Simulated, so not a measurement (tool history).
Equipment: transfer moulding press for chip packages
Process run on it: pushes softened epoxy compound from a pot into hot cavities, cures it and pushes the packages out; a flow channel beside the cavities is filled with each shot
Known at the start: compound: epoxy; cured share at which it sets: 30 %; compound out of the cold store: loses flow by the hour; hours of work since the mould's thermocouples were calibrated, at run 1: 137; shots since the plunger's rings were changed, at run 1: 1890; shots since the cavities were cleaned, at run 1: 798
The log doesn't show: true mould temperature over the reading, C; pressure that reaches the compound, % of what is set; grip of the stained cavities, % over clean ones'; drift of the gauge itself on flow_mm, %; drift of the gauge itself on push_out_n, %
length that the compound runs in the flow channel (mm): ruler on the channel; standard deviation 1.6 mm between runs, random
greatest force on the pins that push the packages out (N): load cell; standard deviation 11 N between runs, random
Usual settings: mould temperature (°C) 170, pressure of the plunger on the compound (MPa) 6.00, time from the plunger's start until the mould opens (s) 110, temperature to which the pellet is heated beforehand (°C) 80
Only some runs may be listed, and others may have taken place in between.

run,day,mould temperature (°C),pressure of the plunger on the compound (MPa),time from the plunger's start until the mould opens (s),temperature to which the pellet is heated beforehand (°C),hours of work since the mould's thermocouples were calibrated,shots since the plunger's rings were changed,shots since the cavities were cleaned,incoming compound's hours out of the cold store,length that the compound runs in the flow channel (mm),greatest force on the pins that push the packages out (N)
1,0.000,170,6.00,110,80,137,1890,798,36.9,515,896
2,0.342,170,6.00,110,79,141,1953,861,37.2,515,889
3,1.062,170,6.00,110,79,149,2086,994,44.8,497,950
# day 1.433: cavities cleaned with cleaning compound and waxed
4,1.733,170,6.00,110,79,156,2198,55,13.4,566,567
5,2.450,170,6.79,110,79,165,2330,187,21.5,579,645
6,3.046,170,6.79,110,79,172,2439,296,12.8,601,727
7,3.692,170,6.79,110,79,179,2558,415,35.1,549,769
# day 4.000: plunger's sealing rings changed
8,4.162,170,6.79,110,79,183,31,483,37.9,556,790
9,4.958,170,6.35,110,79,192,177,629,36.2,542,849
10,5.729,170,6.35,110,79,201,319,771,35.1,543,936
11,6.396,170,6.35,110,79,209,442,894,23.2,570,966
12,7.067,170,6.35,110,79,217,565,1017,36.5,537,935
# day 7.292: cavities cleaned with cleaning compound and waxed
13,7.658,170,6.35,110,79,223,662,67,10.8,596,563
14,8.171,170,4.59,110,72,229,756,161,39.2,448,626
15,8.908,170,4.59,109,85,237,892,297,20.0,487,738
16,9.308,170,7.27,91,76,242,966,371,40.0,564,965
17,9.854,163,5.07,110,80,248,1066,471,17.6,529,1136
18,10.329,178,5.35,110,80,254,1153,558,10.0,532,784
19,10.746,170,6.00,91,80,258,1230,635,26.4,538,1147
20,11.088,174,6.00,91,80,262,1293,698,10.4,572,971
21,11.858,174,6.00,91,80,271,1435,840,43.8,498,1002
22,12.279,174,6.00,91,80,276,1512,917,21.8,543,998
23,12.762,170,6.00,125,88,282,1602,1007,34.2,519,912
# day 13.092: cavities cleaned with cleaning compound and waxed
24,13.483,170,6.00,125,88,289,1722,71,39.0,510,515
25,13.917,164,6.00,110,76,294,1802,151,11.5,581,867
26,14.238,164,6.00,110,76,298,1861,210,11.9,584,897

How the hidden state differs across the entries between the runs, from the last listed run before each to the first after it:
Run 3 -> run 4: cavities cleaned with cleaning compound and waxed (day 1.433)
  true mould temperature over the reading, C: 0.44 -> 0.45; pressure that reaches the compound, % of what is set: 95.18 -> 94.89; grip of the stained cavities, % over clean ones': 91.7 -> 11.2
  the result without the hidden state subtracted from the measured one, length that the compound runs in the flow channel (mm): -13 -> -16; greatest force on the pins that push the packages out (N): +453 -> +49
Run 7 -> run 8: plunger's sealing rings changed (day 4.000)
  true mould temperature over the reading, C: 0.49 -> 0.5; pressure that reaches the compound, % of what is set: 94.07 -> 99.74; grip of the stained cavities, % over clean ones': 55.9 -> 62
  the result without the hidden state subtracted from the measured one, length that the compound runs in the flow channel (mm): -18 -> -2; greatest force on the pins that push the packages out (N): +269 -> +293
Run 12 -> run 13: cavities cleaned with cleaning compound and waxed (day 7.292)
  true mould temperature over the reading, C: 0.57 -> 0.58; pressure that reaches the compound, % of what is set: 98.52 -> 98.29; grip of the stained cavities, % over clean ones': 95.1 -> 12.4
  the result without the hidden state subtracted from the measured one, length that the compound runs in the flow channel (mm): -5 -> -7; greatest force on the pins that push the packages out (N): +446 -> +52
Run 23 -> run 24: cavities cleaned with cleaning compound and waxed (day 13.092)
  true mould temperature over the reading, C: 0.69 -> 0.71; pressure that reaches the compound, % of what is set: 96.03 -> 95.76; grip of the stained cavities, % over clean ones': 94.8 -> 11.7
  the result without the hidden state subtracted from the measured one, length that the compound runs in the flow channel (mm): -12 -> -13; greatest force on the pins that push the packages out (N): +442 -> +51
